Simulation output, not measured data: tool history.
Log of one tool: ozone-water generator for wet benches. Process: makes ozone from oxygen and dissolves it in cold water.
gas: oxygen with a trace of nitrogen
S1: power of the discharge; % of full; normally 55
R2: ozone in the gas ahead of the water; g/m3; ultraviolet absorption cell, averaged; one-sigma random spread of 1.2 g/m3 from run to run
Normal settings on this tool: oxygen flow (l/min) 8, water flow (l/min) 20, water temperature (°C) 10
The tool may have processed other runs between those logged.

run 1 day=0 | S1=55 oxygen_flow_(l/min)=8 water_flow_(l/min)=20 water_temperature_(°C)=10 | dissolved_ozone_(ppm)=35.9 R2=209.3
run 2 day=2.121 | S1=55 oxygen_flow_(l/min)=8 water_flow_(l/min)=20 water_temperature_(°C)=10 | dissolved_ozone_(ppm)=35.5 R2=209.8
run 3 day=4.446 | S1=55 oxygen_flow_(l/min)=8 water_flow_(l/min)=20 water_temperature_(°C)=10 | dissolved_ozone_(ppm)=35.5 R2=209.1
-- day=8.083 water thermometer calibrated
run 4 day=8.171 | S1=55 oxygen_flow_(l/min)=8 water_flow_(l/min)=20 water_temperature_(°C)=10 | dissolved_ozone_(ppm)=35.9 R2=209.3
run 5 day=10.129 | S1=55 oxygen_flow_(l/min)=8 water_flow_(l/min)=20 water_temperature_(°C)=11 | dissolved_ozone_(ppm)=35.1 R2=209.1
run 6 day=13.604 | S1=55 oxygen_flow_(l/min)=7.56 water_flow_(l/min)=20 water_temperature_(°C)=11 | dissolved_ozone_(ppm)=35 R2=214.1
run 7 day=16.354 | S1=55 oxygen_flow_(l/min)=7.56 water_flow_(l/min)=20 water_temperature_(°C)=11 | dissolved_ozone_(ppm)=35 R2=214.4
run 8 day=20.588 | S1=55 oxygen_flow_(l/min)=7.56 water_flow_(l/min)=20 water_temperature_(°C)=11 | dissolved_ozone_(ppm)=34.9 R2=216
run 9 day=24.742 | S1=53 oxygen_flow_(l/min)=8 water_flow_(l/min)=16 water_temperature_(°C)=10 | dissolved_ozone_(ppm)=40.7 R2=202.3
run 10 day=27.175 | S1=55 oxygen_flow_(l/min)=8 water_flow_(l/min)=27 water_temperature_(°C)=10 | dissolved_ozone_(ppm)=27.7 R2=208.2
run 11 day=29.833 | S1=55 oxygen_flow_(l/min)=8 water_flow_(l/min)=27 water_temperature_(°C)=10 | dissolved_ozone_(ppm)=28.3 R2=208.5
run 12 day=32.854 | S1=55 oxygen_flow_(l/min)=12.8 water_flow_(l/min)=25 water_temperature_(°C)=11 | dissolved_ozone_(ppm)=30.1 R2=167.3
run 13 day=36.258 | S1=78 oxygen_flow_(l/min)=4.57 water_flow_(l/min)=20 water_temperature_(°C)=10 | dissolved_ozone_(ppm)=41.9 R2=337.4
run 14 day=38.438 | S1=78 oxygen_flow_(l/min)=4.57 water_flow_(l/min)=20 water_temperature_(°C)=10 | dissolved_ozone_(ppm)=41.5 R2=336.3
run 15 day=41.062 | S1=51 oxygen_flow_(l/min)=12.18 water_flow_(l/min)=20 water_temperature_(°C)=10 | dissolved_ozone_(ppm)=33.9 R2=162.3
run 16 day=45.242 | S1=55 oxygen_flow_(l/min)=8 water_flow_(l/min)=20 water_temperature_(°C)=10 | dissolved_ozone_(ppm)=35.6 R2=208

Below are 4 alternative next runs, each starting from the tool's condition after run 16. Predict each:
run A day=47.033 | S1=69 oxygen_flow_(l/min)=8.33 water_flow_(l/min)=20 water_temperature_(°C)=13 | dissolved_ozone_(ppm)=? R2=?
run B day=47.033 | S1=55 oxygen_flow_(l/min)=14.33 water_flow_(l/min)=13 water_temperature_(°C)=10 | dissolved_ozone_(ppm)=? R2=?
run C day=47.033 | S1=55 oxygen_flow_(l/min)=8 water_flow_(l/min)=20 water_temperature_(°C)=11 | dissolved_ozone_(ppm)=? R2=?
run D day=47.033 | S1=42 oxygen_flow_(l/min)=5.51 water_flow_(l/min)=13 water_temperature_(°C)=10 | dissolved_ozone_(ppm)=? R2=?

run=A dissolved_ozone_(ppm)=39.2 R2=234.3
run=B dissolved_ozone_(ppm)=44.1 R2=157.8
run=C dissolved_ozone_(ppm)=34.9 R2=206.4
run=D dissolved_ozone_(ppm)=39.5 R2=206.8
With the hidden condition removed and each run's random variation left untouched, the same runs would have given:
run=A dissolved_ozone_(ppm)=39.3 R2=237
run=B dissolved_ozone_(ppm)=44.1 R2=159.5
run=C dissolved_ozone_(ppm)=35 R2=208.7
run=D dissolved_ozone_(ppm)=39.5 R2=209.1

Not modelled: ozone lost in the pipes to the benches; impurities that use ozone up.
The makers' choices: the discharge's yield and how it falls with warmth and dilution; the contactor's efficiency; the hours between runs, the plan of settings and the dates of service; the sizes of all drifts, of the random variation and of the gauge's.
